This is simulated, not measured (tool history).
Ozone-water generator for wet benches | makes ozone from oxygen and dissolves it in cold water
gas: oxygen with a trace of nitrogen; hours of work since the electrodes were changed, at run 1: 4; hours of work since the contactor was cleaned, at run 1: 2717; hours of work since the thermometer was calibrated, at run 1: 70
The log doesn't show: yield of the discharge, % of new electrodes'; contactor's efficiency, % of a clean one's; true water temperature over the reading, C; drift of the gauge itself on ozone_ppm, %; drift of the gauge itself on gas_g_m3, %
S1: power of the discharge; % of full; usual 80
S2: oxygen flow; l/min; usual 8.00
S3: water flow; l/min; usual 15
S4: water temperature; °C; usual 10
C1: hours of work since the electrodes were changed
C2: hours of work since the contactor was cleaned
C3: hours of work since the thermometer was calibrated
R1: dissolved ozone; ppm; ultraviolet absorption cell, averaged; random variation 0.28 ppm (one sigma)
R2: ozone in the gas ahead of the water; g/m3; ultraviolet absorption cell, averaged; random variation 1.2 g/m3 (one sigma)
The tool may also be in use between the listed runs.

{"run": 1, "hour": 0.0, "S1": 80, "S2": 8.0, "S3": 15, "S4": 10, "C1": 4, "C2": 2717, "C3": 70, "R1": 41.3, "R2": 229.4}
{"run": 2, "hour": 38.4, "S1": 87, "S2": 8.0, "S3": 15, "S4": 10, "C1": 40, "C2": 2753, "C3": 106, "R1": 44.5, "R2": 245.4}
{"run": 3, "hour": 69.9, "S1": 87, "S2": 8.0, "S3": 15, "S4": 10, "C1": 69, "C2": 2782, "C3": 135, "R1": 44.3, "R2": 247.6}
{"run": 4, "hour": 88.8, "S1": 80, "S2": 8.0, "S3": 15, "S4": 10, "C1": 87, "C2": 2800, "C3": 153, "R1": 41.3, "R2": 225.6}
{"run": 5, "hour": 110.5, "S1": 80, "S2": 8.0, "S3": 15, "S4": 10, "C1": 107, "C2": 2820, "C3": 173, "R1": 41.4, "R2": 226.9}
{"run": 6, "hour": 140.6, "S1": 80, "S2": 8.0, "S3": 15, "S4": 10, "C1": 135, "C2": 2848, "C3": 202, "R1": 40.9, "R2": 225.1}
{"run": 7, "hour": 170.6, "S1": 80, "S2": 8.0, "S3": 15, "S4": 10, "C1": 163, "C2": 2876, "C3": 230, "R1": 41.2, "R2": 226.8}
{"run": 8, "hour": 201.5, "S1": 80, "S2": 8.0, "S3": 15, "S4": 10, "C1": 192, "C2": 2905, "C3": 259, "R1": 40.8, "R2": 225.8}
{"run": 9, "hour": 224.1, "S1": 67, "S2": 8.0, "S3": 15, "S4": 10, "C1": 213, "C2": 2926, "C3": 280, "R1": 34.6, "R2": 190.7}
{"run": 10, "hour": 260.3, "S1": 80, "S2": 9.37, "S3": 15, "S4": 10, "C1": 247, "C2": 2960, "C3": 314, "R1": 40.0, "R2": 209.1}
{"run": 11, "hour": 283.1, "S1": 80, "S2": 9.37, "S3": 15, "S4": 10, "C1": 269, "C2": 2982, "C3": 335, "R1": 40.0, "R2": 206.2}
{"run": 12, "hour": 321.5, "S1": 80, "S2": 8.0, "S3": 15, "S4": 10, "C1": 305, "C2": 3018, "C3": 371, "R1": 40.3, "R2": 225.9}
{"hour": 325.5, "done": "water thermometer calibrated"}
{"run": 13, "hour": 353.1, "S1": 80, "S2": 4.33, "S3": 15, "S4": 10, "C1": 334, "C2": 3047, "C3": 26, "R1": 40.6, "R2": 306.9}
{"run": 14, "hour": 375.4, "S1": 80, "S2": 6.4, "S3": 15, "S4": 10, "C1": 354, "C2": 3068, "C3": 47, "R1": 40.5, "R2": 252.4}
{"hour": 408.3, "done": "water thermometer calibrated, once more"}
{"run": 15, "hour": 414.7, "S1": 80, "S2": 8.0, "S3": 15, "S4": 10, "C1": 391, "C2": 3104, "C3": 6, "R1": 40.4, "R2": 220.8}
{"run": 16, "hour": 452.1, "S1": 80, "S2": 8.0, "S3": 15, "S4": 10, "C1": 426, "C2": 3139, "C3": 41, "R1": 40.3, "R2": 223.2}
{"run": 17, "hour": 478.0, "S1": 80, "S2": 13.62, "S3": 15, "S4": 10, "C1": 450, "C2": 3163, "C3": 65, "R1": 36.9, "R2": 168.7}
{"run": 18, "hour": 503.8, "S1": 80, "S2": 13.62, "S3": 15, "S4": 10, "C1": 474, "C2": 3187, "C3": 89, "R1": 36.5, "R2": 168.8}
{"run": 19, "hour": 521.5, "S1": 80, "S2": 10.3, "S3": 15, "S4": 10, "C1": 491, "C2": 3204, "C3": 106, "R1": 38.7, "R2": 194.3}
{"run": 20, "hour": 540.4, "S1": 80, "S2": 10.3, "S3": 15, "S4": 10, "C1": 508, "C2": 3221, "C3": 124, "R1": 38.5, "R2": 194.7}
{"run": 21, "hour": 559.7, "S1": 80, "S2": 6.7, "S3": 12, "S4": 10, "C1": 526, "C2": 3239, "C3": 142, "R1": 47.6, "R2": 246.3}
{"run": 22, "hour": 578.8, "S1": 80, "S2": 6.7, "S3": 12, "S4": 10, "C1": 544, "C2": 3257, "C3": 159, "R1": 47.8, "R2": 243.5}
{"run": 23, "hour": 610.7, "S1": 80, "S2": 6.7, "S3": 12, "S4": 10, "C1": 574, "C2": 3287, "C3": 189, "R1": 46.8, "R2": 243.0}
{"run": 24, "hour": 636.0, "S1": 80, "S2": 14.08, "S3": 10, "S4": 10, "C1": 598, "C2": 3311, "C3": 213, "R1": 44.9, "R2": 165.1}
{"run": 25, "hour": 659.4, "S1": 80, "S2": 8.0, "S3": 11, "S4": 8, "C1": 620, "C2": 3333, "C3": 235, "R1": 51.0, "R2": 218.8}
{"run": 26, "hour": 688.9, "S1": 80, "S2": 8.0, "S3": 13, "S4": 13, "C1": 647, "C2": 3360, "C3": 262, "R1": 40.8, "R2": 219.4}
{"run": 27, "hour": 705.7, "S1": 86, "S2": 7.15, "S3": 19, "S4": 11, "C1": 663, "C2": 3376, "C3": 278, "R1": 34.4, "R2": 248.8}
{"run": 28, "hour": 735.2, "S1": 57, "S2": 6.95, "S3": 23, "S4": 7, "C1": 691, "C2": 3404, "C3": 306, "R1": 20.9, "R2": 174.6}
{"hour": 748.0, "done": "contactor cleaned"}
{"run": 29, "hour": 758.9, "S1": 57, "S2": 6.95, "S3": 23, "S4": 7, "C1": 709, "C2": 10, "C3": 324, "R1": 21.9, "R2": 175.0}
{"run": 30, "hour": 776.0, "S1": 57, "S2": 6.95, "S3": 23, "S4": 7, "C1": 725, "C2": 26, "C3": 340, "R1": 21.9, "R2": 173.4}
{"run": 31, "hour": 792.4, "S1": 50, "S2": 9.46, "S3": 17, "S4": 8, "C1": 740, "C2": 42, "C3": 355, "R1": 24.9, "R2": 132.3}
{"run": 32, "hour": 818.2, "S1": 50, "S2": 9.46, "S3": 10, "S4": 15, "C1": 764, "C2": 66, "C3": 380, "R1": 29.9, "R2": 131.9}
{"run": 33, "hour": 836.6, "S1": 50, "S2": 5.36, "S3": 10, "S4": 6, "C1": 782, "C2": 83, "C3": 397, "R1": 39.2, "R2": 175.5}

4 ways to go on from here, each from the tool as it stands after run 33. What would each give?
{"run": "A", "hour": 860.0, "S1": 80, "S2": 8.58, "S3": 15, "S4": 12, "C1": 804, "C2": 105, "C3": 419, "R1": "?", "R2": "?"}
{"run": "B", "hour": 860.0, "S1": 55, "S2": 8.0, "S3": 10, "S4": 5, "C1": 804, "C2": 105, "C3": 419, "R1": "?", "R2": "?"}
{"run": "C", "hour": 860.0, "S1": 62, "S2": 8.0, "S3": 15, "S4": 15, "C1": 804, "C2": 105, "C3": 419, "R1": "?", "R2": "?"}
{"run": "D", "hour": 860.0, "S1": 89, "S2": 8.0, "S3": 13, "S4": 11, "C1": 804, "C2": 105, "C3": 419, "R1": "?", "R2": "?"}

run=A R1=39.3 R2=210.7
run=B R1=41.4 R2=154.8
run=C R1=29.3 R2=174.1
run=D R1=48.4 R2=240.1
Without the tool's hidden state the same runs would have given:
run=A R1=41.4 R2=220.5
run=B R1=43.0 R2=159.8
run=C R1=30.6 R2=180.5
run=D R1=51.1 R2=252.4
